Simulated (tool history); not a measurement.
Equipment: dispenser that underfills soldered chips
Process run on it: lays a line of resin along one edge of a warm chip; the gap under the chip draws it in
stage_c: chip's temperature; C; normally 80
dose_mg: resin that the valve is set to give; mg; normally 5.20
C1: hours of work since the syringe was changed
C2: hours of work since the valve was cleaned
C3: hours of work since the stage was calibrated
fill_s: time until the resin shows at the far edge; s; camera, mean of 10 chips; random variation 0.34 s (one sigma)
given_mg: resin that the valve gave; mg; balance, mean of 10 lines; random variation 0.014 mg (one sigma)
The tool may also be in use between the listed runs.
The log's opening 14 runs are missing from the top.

run 15 hour=72.0 | stage_c=80 dose_mg=5.20 | C1=9 C2=10 C3=147 | fill_s=22.3 given_mg=5.18
-- hour=76.0 new syringe of resin
run 16 hour=78.7 | stage_c=80 dose_mg=5.20 | C1=2 C2=15 C3=152 | fill_s=17.3 given_mg=5.18
run 17 hour=81.5 | stage_c=80 dose_mg=5.96 | C1=4 C2=17 C3=154 | fill_s=18.9 given_mg=5.93
run 18 hour=87.2 | stage_c=80 dose_mg=6.04 | C1=9 C2=22 C3=159 | fill_s=21.7 given_mg=5.99
-- hour=91.7 new syringe of resin
run 19 hour=94.0 | stage_c=80 dose_mg=6.04 | C1=2 C2=27 C3=164 | fill_s=16.7 given_mg=5.98
run 20 hour=98.8 | stage_c=88 dose_mg=6.30 | C1=5 C2=30 C3=167 | fill_s=15.6 given_mg=6.20
run 21 hour=104.1 | stage_c=88 dose_mg=6.30 | C1=9 C2=34 C3=171 | fill_s=18.3 given_mg=6.22
-- hour=107.4 new syringe of resin
run 22 hour=109.5 | stage_c=82 dose_mg=5.20 | C1=2 C2=38 C3=175 | fill_s=15.4 given_mg=5.12
run 23 hour=112.6 | stage_c=82 dose_mg=4.69 | C1=4 C2=41 C3=178 | fill_s=18.5 given_mg=4.57
run 24 hour=116.7 | stage_c=82 dose_mg=4.69 | C1=7 C2=44 C3=181 | fill_s=21.6 given_mg=4.59
run 25 hour=122.5 | stage_c=82 dose_mg=4.69 | C1=11 C2=48 C3=185 | fill_s=25.4 given_mg=4.59
-- hour=123.4 new syringe of resin
run 26 hour=127.4 | stage_c=72 dose_mg=6.23 | C1=3 C2=52 C3=189 | fill_s=23.0 given_mg=6.06
run 27 hour=131.6 | stage_c=72 dose_mg=5.43 | C1=6 C2=55 C3=192 | fill_s=25.4 given_mg=5.26
run 28 hour=135.9 | stage_c=72 dose_mg=5.43 | C1=9 C2=58 C3=195 | fill_s=29.1 given_mg=5.27
-- hour=139.3 new syringe of resin
run 29 hour=139.6 | stage_c=67 dose_mg=4.48 | C1=0 C2=61 C3=198 | fill_s=25.1 given_mg=4.34
run 30 hour=146.1 | stage_c=67 dose_mg=4.48 | C1=5 C2=65 C3=203 | fill_s=31.0 given_mg=4.35
run 31 hour=151.8 | stage_c=71 dose_mg=5.82 | C1=10 C2=70 C3=207 | fill_s=29.8 given_mg=5.60
-- hour=154.9 new syringe of resin
run 32 hour=155.3 | stage_c=76 dose_mg=5.49 | C1=0 C2=72 C3=209 | fill_s=17.8 given_mg=5.27
run 33 hour=158.7 | stage_c=93 dose_mg=5.67 | C1=3 C2=75 C3=212 | fill_s=12.0 given_mg=5.46
run 34 hour=161.5 | stage_c=76 dose_mg=5.89 | C1=5 C2=77 C3=214 | fill_s=21.5 given_mg=5.65
run 35 hour=166.1 | stage_c=76 dose_mg=5.89 | C1=9 C2=80 C3=217 | fill_s=24.5 given_mg=5.65
-- hour=170.8 new syringe of resin
run 36 hour=170.9 | stage_c=76 dose_mg=5.89 | C1=0 C2=84 C3=221 | fill_s=17.3 given_mg=5.62

Each row is a separate what-if for the run after 36, all from the same tool condition, not one after another. Results?
run A hour=174.6 | stage_c=80 dose_mg=6.48 | C1=3 C2=87 C3=224 | fill_s=? given_mg=?
run B hour=174.6 | stage_c=70 dose_mg=5.25 | C1=3 C2=87 C3=224 | fill_s=? given_mg=?
run C hour=174.6 | stage_c=76 dose_mg=6.65 | C1=3 C2=87 C3=224 | fill_s=? given_mg=?
run D hour=174.6 | stage_c=75 dose_mg=6.11 | C1=3 C2=87 C3=224 | fill_s=? given_mg=?

run=A fill_s=17.2 given_mg=6.21
run=B fill_s=24.5 given_mg=5.01
run=C fill_s=19.5 given_mg=6.34
run=D fill_s=19.6 given_mg=5.86
With no hidden state in the tool, these same runs would have given:
run=A fill_s=15.1 given_mg=6.49
run=B fill_s=21.3 given_mg=5.25
run=C fill_s=17.1 given_mg=6.63
run=D fill_s=17.1 given_mg=6.13

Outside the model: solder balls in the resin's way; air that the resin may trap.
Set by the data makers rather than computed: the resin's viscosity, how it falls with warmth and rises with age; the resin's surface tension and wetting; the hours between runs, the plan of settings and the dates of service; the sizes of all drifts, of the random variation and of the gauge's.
